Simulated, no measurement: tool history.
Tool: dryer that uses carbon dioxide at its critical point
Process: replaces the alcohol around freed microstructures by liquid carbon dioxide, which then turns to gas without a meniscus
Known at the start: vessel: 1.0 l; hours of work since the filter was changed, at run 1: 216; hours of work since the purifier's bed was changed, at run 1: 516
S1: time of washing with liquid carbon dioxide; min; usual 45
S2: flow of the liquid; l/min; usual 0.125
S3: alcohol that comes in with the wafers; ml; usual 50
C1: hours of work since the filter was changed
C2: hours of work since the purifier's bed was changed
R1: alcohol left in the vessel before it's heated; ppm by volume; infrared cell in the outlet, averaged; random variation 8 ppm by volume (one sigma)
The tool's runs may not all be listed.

run    hour  S1     S2  S3   C1   C2    R1
  1     0.0  45  0.125  50  216  516   758
  2    18.9  45  0.125  50  223  522   739
  3    41.3  45  0.099  50  231  530  1890
  4    64.4  45  0.125  21  239  538   333
  5    99.8  45  0.125  50  251  550   756
  6   119.7  29  0.125  50  258  557  3320
  7   145.0  56  0.125  50  267  566   289
  8   175.6  56  0.125  40  277  576   242
  9   194.7  45  0.125  29  284  583   464
 10   213.3  45  0.125  29  290  590   470
 11   243.7  45  0.125  50  301  600   787
 12   263.0  45  0.125  50  308  607   760
 13   305.5  45  0.151  50  322  622   319
 14   325.8  45  0.151  50  329  629   322
 15   358.6  45  0.151  50  341  640   328
 16   380.2  45  0.125  50  348  647   791
 17   408.1  45  0.125  50  358  657   798
 18   429.9  45  0.153  50  365  665   313
 19   456.9  45  0.153  50  375  674   307
 20   482.2  45  0.180  50  383  683   145
 21   524.8  45  0.180  50  398  698   145
 22   563.6  45  0.180  50  412  711   142
 23   594.9  45  0.180  50  423  722   139
 24   626.3  45  0.180  50  433  733   145
 25   663.3  45  0.180  50  446  746   142
 26   699.8  45  0.180  50  459  758   137
      709.5  -- inlet filter changed
 27   729.2  45  0.180  50    7  768   125
 28   756.2  39  0.128  49   16  777  1100
 29   793.0  28  0.147  50   29  790  2050
 30   824.3  34  0.147  25   40  801   555
 31   850.0  34  0.147  25   49  810   552
 32   884.0  31  0.147  74   60  822  2190
 33   905.3  35  0.201  41   68  829   191
 34   943.3  41  0.096  41   81  842  2194
 35   966.9  38  0.185  22   89  850   132
 36   985.3  69  0.195  50   96  857    46
 37  1026.5  45  0.136  50  110  871   520
 38  1062.6  45  0.136  50  122  884   507
 39  1080.6  70  0.125  50  129  890   116
 40  1114.0  50  0.125  44  140  901   428
 41  1153.1  45  0.172  26  154  915   102
 42  1178.3  45  0.172  26  163  924   111
 43  1215.8  48  0.125  50  176  937   582
 44  1246.7  45  0.091  65  186  947  3245
 45  1268.6  45  0.091  65  194  955  3261
 46  1292.9  29  0.168  50  202  963  1240

The same runs without the tool's hidden state, with the same run-to-run variation:
The hidden state here: flow that reaches the vessel past the clogged filter, %; alcohol in the recycled carbon dioxide, ppm; drift of the gauge itself on alcohol_ppm, %.
run    R1
  1   659
  2   641
  3  1707
  4   276
  5   646
  6  3033
  7   225
  8   183
  9   382
 10   385
 11   655
 12   631
 13   241
 14   241
 15   245
 16   642
 17   644
 18   228
 19   222
 20    89
 21    87
 22    83
 23    81
 24    84
 25    80
 26    74
 27    89
 28  1035
 29  1957
 30   500
 31   495
 32  2060
 33   144
 34  2064
 35    87
 36     9
 37   443
 38   428
 39    70
 40   352
 41    55
 42    63
 43   481
 44  2950
 45  2957
 46  1072

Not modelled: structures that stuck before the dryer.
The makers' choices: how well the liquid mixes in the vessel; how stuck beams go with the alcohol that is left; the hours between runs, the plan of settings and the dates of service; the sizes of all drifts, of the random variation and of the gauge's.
